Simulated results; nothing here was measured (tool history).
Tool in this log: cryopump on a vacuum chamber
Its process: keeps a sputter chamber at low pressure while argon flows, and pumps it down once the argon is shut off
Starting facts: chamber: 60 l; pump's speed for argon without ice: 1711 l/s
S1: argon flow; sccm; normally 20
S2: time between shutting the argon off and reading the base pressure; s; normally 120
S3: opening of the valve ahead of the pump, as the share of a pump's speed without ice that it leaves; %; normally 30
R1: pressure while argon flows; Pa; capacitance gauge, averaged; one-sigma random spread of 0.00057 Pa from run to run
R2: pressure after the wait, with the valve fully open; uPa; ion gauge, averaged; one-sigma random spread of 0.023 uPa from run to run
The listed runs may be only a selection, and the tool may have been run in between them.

run   hour  S1   S2  S3      R1    R2
  1      0  20  120  30  0.0724  1.07
  2   22.7  20  120  30  0.0727  1.12
  3   40.3  20  120  30  0.0728   1.1
  4   61.9  20  120  30  0.0731  1.08
  5   83.4  20  120  30  0.0741  1.16
  6  104.6  20  120  17  0.1243  1.18
  7  136.3  20  120  17  0.1248  1.14
       166  -- pump warmed up, emptied and cooled again
  8  171.1  20  120  17  0.1162  1.01
  9  188.9  20  120  17  0.1164  1.02
 10    217  20  120  29  0.0683  1.06
 11  244.3  15  120  30  0.0502  1.06
 12  273.9  15  120  30  0.0505  1.05
 13  304.8  20  120  30  0.0666  1.06
 14  321.9  20  120  30  0.0663  1.04
 15  347.8  20  120  29  0.0697  1.09
 16  366.4  20   82  30  0.0684  1.32
 17  394.3  20  120  39  0.0522   1.1
 18  422.6   8   22  39  0.0207  3.77
 19  450.7  25  120  30  0.0848   1.1
 20  483.9  12  120  54   0.023  1.11
 21  508.3  12  120  54  0.0225   1.2
 22    541  37  120  27    0.14  1.19
 23    563  29   28  21  0.1385  3.09
 24  594.4  29   28  21  0.1416  3.09
 25  620.5  29   28  21  0.1417  3.13
 26  645.3  12   36  52  0.0251  2.63
 27  662.8  12   36  52  0.0248  2.55
 28  677.5  12  239  23  0.0542  0.97
 29  701.8  18   47  40  0.0487  2.21
 30  717.9  18   47  19  0.0966  2.18
 31  748.2  20  267  28  0.0736  0.99
 32  776.4  37  118  54  0.0772  1.36
 33  794.5  20  120  15   0.136   1.3

Predict each of these 3 candidate next runs independently; none follows another, all start after run 33:
  A  825.8  36  160  26   ?   ?
  B  825.8  10   40  50   ?   ?
  C  825.8  14   32  29   ?   ?

run      R1    R2
  A  0.1458  1.15
  B   0.022  2.51
  C  0.0505  2.92
The same runs, with their run-to-run variation unchanged, on a tool lacking any hidden condition would have given:
run      R1    R2
  A   0.137  0.59
  B  0.0196  1.95
  C  0.0471  2.36
